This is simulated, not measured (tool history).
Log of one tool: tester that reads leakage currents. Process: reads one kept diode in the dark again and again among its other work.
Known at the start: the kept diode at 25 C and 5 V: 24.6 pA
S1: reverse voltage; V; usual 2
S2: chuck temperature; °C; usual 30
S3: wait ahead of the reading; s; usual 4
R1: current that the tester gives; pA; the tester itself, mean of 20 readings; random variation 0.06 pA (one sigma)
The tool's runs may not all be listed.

Run 1, day 0: usual settings. Result: R1 25.04 pA.
Run 2, day 2.938: usual settings. Result: R1 25.05 pA.
Run 3, day 5.888: usual settings. Result: R1 24.93 pA.
Run 4, day 7.371: usual settings. Result: R1 24.93 pA.
At day 7.871: chuck's temperature calibrated.
Run 5, day 8.838: usual settings. Result: R1 26.66 pA.
Run 6, day 11.583: usual settings. Result: R1 26.54 pA.
Run 7, day 14.271: usual settings. Result: R1 26.58 pA.
Run 8, day 15.508: usual settings. Result: R1 26.55 pA.
Run 9, day 17.812: usual settings. Result: R1 26.44 pA.
Run 10, day 20.629: usual settings. Result: R1 26.44 pA.
Run 11, day 22.329: usual settings but S3 2.32 s. Result: R1 26.53 pA.
Run 12, day 24.567: usual settings but S3 2.32 s. Result: R1 26.55 pA.
Run 13, day 26.525: usual settings but S3 2.32 s. Result: R1 26.52 pA.
Run 14, day 28.346: usual settings. Result: R1 26.49 pA.
Run 15, day 30.679: usual settings but S2 22 °C. Result: R1 12.39 pA.
Run 16, day 33.671: usual settings. Result: R1 26.38 pA.
Run 17, day 35.7: usual settings. Result: R1 26.29 pA.
Run 18, day 36.921: usual settings but S3 0.94 s. Result: R1 26.82 pA.
Run 19, day 39.883: usual settings but S3 0.94 s. Result: R1 26.72 pA.
Run 20, day 42.071: usual settings but S3 8.42 s. Result: R1 26.27 pA.
Run 21, day 44.162: usual settings but S3 8.42 s. Result: R1 26.24 pA.
Run 22, day 46.508: usual settings but S2 25 °C, S3 2.14 s. Result: R1 16.59 pA.
Run 23, day 48.4: usual settings but S1 6.39 V. Result: R1 44.44 pA.
Run 24, day 51.208: usual settings but S1 8.25 V. Result: R1 49.78 pA.
Run 25, day 53.671: usual settings but S1 2.91 V, S3 1.7 s. Result: R1 31.15 pA.
Run 26, day 56.633: usual settings but S1 1.59 V, S2 21 °C, S3 0.42 s. Result: R1 11.16 pA.

Forecast run 27:
Run 27, day 59.417: usual settings but S1 1.59 V, S2 21 °C, S3 0.42 s. Result: R1 ?.

{"run 27": {"R1": 11.1}}
Without the tool's hidden state the same run would have given R1 11.19 pA.
